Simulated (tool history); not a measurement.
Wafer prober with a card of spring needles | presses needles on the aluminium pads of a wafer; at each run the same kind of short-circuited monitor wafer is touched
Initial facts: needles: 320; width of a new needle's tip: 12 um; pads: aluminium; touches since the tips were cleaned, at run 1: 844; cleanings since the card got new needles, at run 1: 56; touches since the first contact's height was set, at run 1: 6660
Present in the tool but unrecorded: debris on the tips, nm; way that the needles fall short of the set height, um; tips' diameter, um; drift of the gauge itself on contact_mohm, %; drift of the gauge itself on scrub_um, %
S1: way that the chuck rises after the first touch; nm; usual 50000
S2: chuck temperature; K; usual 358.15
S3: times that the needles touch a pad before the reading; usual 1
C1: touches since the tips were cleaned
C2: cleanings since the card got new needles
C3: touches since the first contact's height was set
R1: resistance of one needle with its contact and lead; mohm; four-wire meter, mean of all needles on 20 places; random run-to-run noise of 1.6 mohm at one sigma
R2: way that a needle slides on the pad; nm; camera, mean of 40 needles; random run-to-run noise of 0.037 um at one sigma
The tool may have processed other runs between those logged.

Run 1, day 0: usual settings; C1 844; C2 56; C3 6660. Result: R1 163 mohm, R2 12580 nm.
At day 0.933: tips cleaned on abrasive film.
At day 1.996: tips cleaned on abrasive film.
Run 2, day 2.458: usual settings but S2 315.15 K; C1 2791; C2 58; C3 21467. Result: R1 157 mohm, R2 12620 nm.
At day 3.033: tips cleaned on abrasive film.
Run 3, day 3.925: usual settings but S1 66000 nm; C1 5377; C2 59; C3 30308. Result: R1 162 mohm, R2 16680 nm.
At day 4.133: tips cleaned on abrasive film.
At day 5.25: tips cleaned on abrasive film.
Run 4, day 5.992: usual settings but S1 66000 nm; C1 4489; C2 61; C3 42768. Result: R1 159 mohm, R2 16720 nm.
At day 6.267: tips cleaned on abrasive film.
Run 5, day 7.033: usual settings but S1 31000 nm; C1 4618; C2 62; C3 49025. Result: R1 169 mohm, R2 7810 nm.
At day 7.254: tips cleaned on abrasive film.
At day 8.25: tips cleaned on abrasive film.
Run 6, day 8.879: usual settings but S1 40000 nm, S2 322.15 K, S3 2; C1 3819; C2 64; C3 60147. Result: R1 155 mohm, R2 10050 nm.
At day 9.329: tips cleaned on abrasive film.
At day 10.433: tips cleaned on abrasive film.
At day 11.438: tips cleaned on abrasive film.
Run 7, day 11.438: usual settings but S1 33000 nm, S2 350.15 K, S3 2; C1 0; C2 67; C3 75528. Result: R1 164 mohm, R2 8330 nm.
At day 11.767: height of the first contact set anew.
At day 12.458: tips cleaned on abrasive film.
Run 8, day 13.146: usual settings but S1 64000 nm, S2 381.15 K, S3 2; C1 4148; C2 68; C3 8326. Result: R1 162 mohm, R2 16080 nm.
At day 13.508: tips cleaned on abrasive film.
At day 14.617: tips cleaned on abrasive film.
At day 15.608: tips cleaned on abrasive film.
Run 9, day 15.608: usual settings but S2 316.15 K; C1 0; C2 71; C3 23132. Result: R1 153 mohm, R2 12550 nm.
At day 16.633: tips cleaned on abrasive film.
At day 17.754: tips cleaned on abrasive film.
Run 10, day 18.029: usual settings but S2 316.15 K, S3 2; C1 1652; C2 73; C3 37718. Result: R1 155 mohm, R2 12490 nm.

What if the next run were any one of these 5? Each begins from the tool's condition after run 10:
At day 18.729: tips cleaned on abrasive film.
At day 19.825: tips cleaned on abrasive film.
Run A, day 20.142: usual settings but S1 31000 nm, S2 301.15 K, S3 3; C1 1921; C2 75; C3 50439. Result: R1 ?, R2 ?.
At day 18.729: tips cleaned on abrasive film.
At day 19.825: tips cleaned on abrasive film.
Run B, day 20.142: usual settings but S1 56000 nm, S2 316.15 K, S3 2; C1 1921; C2 75; C3 50439. Result: R1 ?, R2 ?.
At day 18.729: tips cleaned on abrasive film.
At day 19.825: tips cleaned on abrasive film.
Run C, day 20.142: usual settings but S2 335.15 K; C1 1921; C2 75; C3 50439. Result: R1 ?, R2 ?.
At day 18.729: tips cleaned on abrasive film.
At day 19.825: tips cleaned on abrasive film.
Run D, day 20.142: usual settings but S1 61000 nm, S2 382.15 K, S3 3; C1 1921; C2 75; C3 50439. Result: R1 ?, R2 ?.
At day 18.729: tips cleaned on abrasive film.
At day 19.825: tips cleaned on abrasive film.
Run E, day 20.142: usual settings but S1 67000 nm, S2 329.15 K, S3 2; C1 1921; C2 75; C3 50439. Result: R1 ?, R2 ?.

run   R1     R2
  A  156   7750
  B  152  14020
  C  158  12550
  D  163  15290
  E  154  16780
Without the tool's hidden state the same runs would have given:
run   R1     R2
  A  155   7850
  B  152  14180
  C  157  12700
  D  163  15480
  E  153  16980
